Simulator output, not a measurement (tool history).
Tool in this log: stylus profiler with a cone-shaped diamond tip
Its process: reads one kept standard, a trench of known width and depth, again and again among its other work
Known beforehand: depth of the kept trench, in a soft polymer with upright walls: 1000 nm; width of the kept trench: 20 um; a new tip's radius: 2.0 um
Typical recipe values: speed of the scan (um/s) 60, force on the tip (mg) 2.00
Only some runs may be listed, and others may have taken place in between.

run	hour	speed of the scan (um/s)	force on the tip (mg)	depth of the trench (angstrom)	width of the trench's floor (µm)
1	0.0	60	2.00	10077.4	14.72
2	48.3	60	2.00	10070.3	14.71
3	97.5	60	1.66	10066.2	14.61
4	137.0	60	3.48	10108.0	14.68
5	170.6	60	2.00	10069.3	14.57
6	216.1	60	2.00	10071.1	14.56
7	261.4	60	2.00	10066.9	14.56
8	302.3	60	2.00	10068.1	14.53
9	353.5	60	2.00	10066.1	14.52
10	389.0	60	2.00	10064.1	14.50
11	433.6	60	2.00	10063.5	14.47
12	478.5	60	2.00	10063.6	14.47
13	509.8	60	2.00	10062.6	14.39
14	548.3	60	2.00	10066.4	14.40
15	610.8	60	2.00	10076.9	16.26
16	646.0	60	1.15	10049.7	16.09
17	696.4	60	1.15	10051.5	16.05
18	722.7	60	0.99	10046.2	15.99
19	783.3	60	0.99	10040.9	15.97
20	844.3	60	0.99	10043.0	15.92
21	895.7	105	1.44	10054.8	15.59
22	954.6	60	2.09	10072.6	15.94
23	1006.4	60	2.09	10068.0	15.93
24	1056.9	124	4.91	10132.6	15.80
25	1098.2	26	5.76	10148.4	16.20
26	1133.9	22	0.81	10033.6	15.97
27	1192.8	30	1.41	10042.5	15.90
28	1236.7	30	1.41	10040.8	15.91
29	1288.0	30	1.41	10041.3	15.89
30	1349.9	74	1.70	10075.5	15.54
31	1408.3	29	2.31	10085.7	15.85
32	1455.9	67	3.96	10122.5	15.72
33	1482.2	68	3.99	10126.4	15.67
34	1535.3	68	3.99	10123.4	15.63
35	1587.6	60	0.96	10047.5	15.42
36	1634.6	60	0.96	10045.8	15.33
37	1689.4	60	3.48	10110.5	15.53
38	1738.1	33	1.98	10070.9	15.61
39	1785.5	19	1.17	10046.9	15.61

Between the runs listed above, the log contained 3 entries, not reproduced here. Where in the sequence does each belong, and how does what the log doesn't record of the tool's condition differ from the listed run before to the listed run after?
In the gap between runs 14 and 15: new tip fitted, height scale calibrated (hour 610.8)
  radius of the tip, um: 3.92 -> 1.93; height scale over the true one, %: -0.175 -> -0.037
  the result without the hidden state subtracted from the measured one, depth of the trench (angstrom): -17.7 -> -3.7; width of the trench's floor (µm): -1.77 -> +0.09
In the gap between runs 26 and 27: height scale calibrated on a step standard (hour 1137.9)
  radius of the tip, um: 2.3 -> 2.34; height scale over the true one, %: -0.132 -> -0.205
  the result without the hidden state subtracted from the measured one, depth of the trench (angstrom): -13.2 -> -20.6; width of the trench's floor (µm): -0.33 -> -0.37
In the gap between runs 29 and 30: height scale calibrated on a step standard, once more (hour 1299.4)
  radius of the tip, um: 2.41 -> 2.45; height scale over the true one, %: -0.223 -> 0.001
  the result without the hidden state subtracted from the measured one, depth of the trench (angstrom): -22.4 -> +0.1; width of the trench's floor (µm): -0.44 -> -0.49

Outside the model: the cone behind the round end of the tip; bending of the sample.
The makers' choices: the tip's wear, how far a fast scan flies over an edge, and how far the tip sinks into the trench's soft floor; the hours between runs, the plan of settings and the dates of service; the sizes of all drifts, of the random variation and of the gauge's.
